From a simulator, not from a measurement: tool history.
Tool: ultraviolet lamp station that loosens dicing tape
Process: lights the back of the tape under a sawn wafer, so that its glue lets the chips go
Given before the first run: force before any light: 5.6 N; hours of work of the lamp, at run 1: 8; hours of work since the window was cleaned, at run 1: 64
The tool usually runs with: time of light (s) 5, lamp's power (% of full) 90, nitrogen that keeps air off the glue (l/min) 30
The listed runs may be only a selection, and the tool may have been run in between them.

run   hour  time of light (s)  lamp's power (% of full)  nitrogen that keeps air off the glue (l/min)  hours of work of the lamp  hours of work since the window was cleaned  force that peels the tape off (N)  light that reached the tape (J/m2)
  1      0                  5                        90                                            30                          8                                          64                              0.454                                3090
  2   18.3                  5                        90                                            30                         18                                          75                              0.472                                3160
  3   38.3                  5                        90                                            20                         30                                          86                               0.57                                3110
  4   57.5                  5                        90                                            20                         41                                          97                               0.55                                3060
  5     76                  5                        74                                            30                         52                                         108                              0.691                                2540
  6  105.4                  5                        90                                            30                         69                                         125                              0.502                                3040
  7  134.6                  5                        90                                            30                         86                                         142                              0.487                                3010
  8  161.2                  5                        99                                            30                        101                                         158                              0.431                                3290
  9  191.8                  5                        99                                            30                        119                                         175                              0.431                                3230
 10  222.7                  5                        99                                            30                        137                                         193                              0.435                                3270
 11  236.3                  5                        99                                            30                        145                                         201                              0.439                                3240
 12  255.4                  2                        99                                            29                        156                                         212                              1.808                                1250
     277.6  -- window cleaned of glue's vapour
 13  286.9                  7                        86                                            30                        174                                           5                              0.284                                4100
 14  304.8                  7                        86                                            30                        184                                          16                              0.284                                4120
 15  320.6                  7                        86                                            30                        193                                          25                              0.275                                4080
 16    338                  3                        90                                            13                        203                                          35                              1.425                                1810

Here are 5 independent what-if runs from the current tool condition. What would each one return?
  A  360.7                  4                        90                                            30                        216                                          48                                  ?                                   ?
  B  360.7                  3                        88                                            13                        216                                          48                                  ?                                   ?
  C  360.7                  3                        90                                            30                        216                                          48                                  ?                                   ?
  D  360.7                  2                        84                                            28                        216                                          48                                  ?                                   ?
  E  360.7                  8                        83                                            30                        216                                          48                                  ?                                   ?

run  force that peels the tape off (N)  light that reached the tape (J/m2)
  A                              0.762                                2400
  B                              1.549                                1730
  C                              1.186                                1780
  D                              2.143                                1120
  E                              0.252                                4510
With the hidden condition removed and each run's random variation left untouched, the same runs would have given:
run  force that peels the tape off (N)  light that reached the tape (J/m2)
  A                              0.679                                2570
  B                              1.426                                1850
  C                              1.078                                1900
  D                              2.011                                1200
  E                               0.23                                4810

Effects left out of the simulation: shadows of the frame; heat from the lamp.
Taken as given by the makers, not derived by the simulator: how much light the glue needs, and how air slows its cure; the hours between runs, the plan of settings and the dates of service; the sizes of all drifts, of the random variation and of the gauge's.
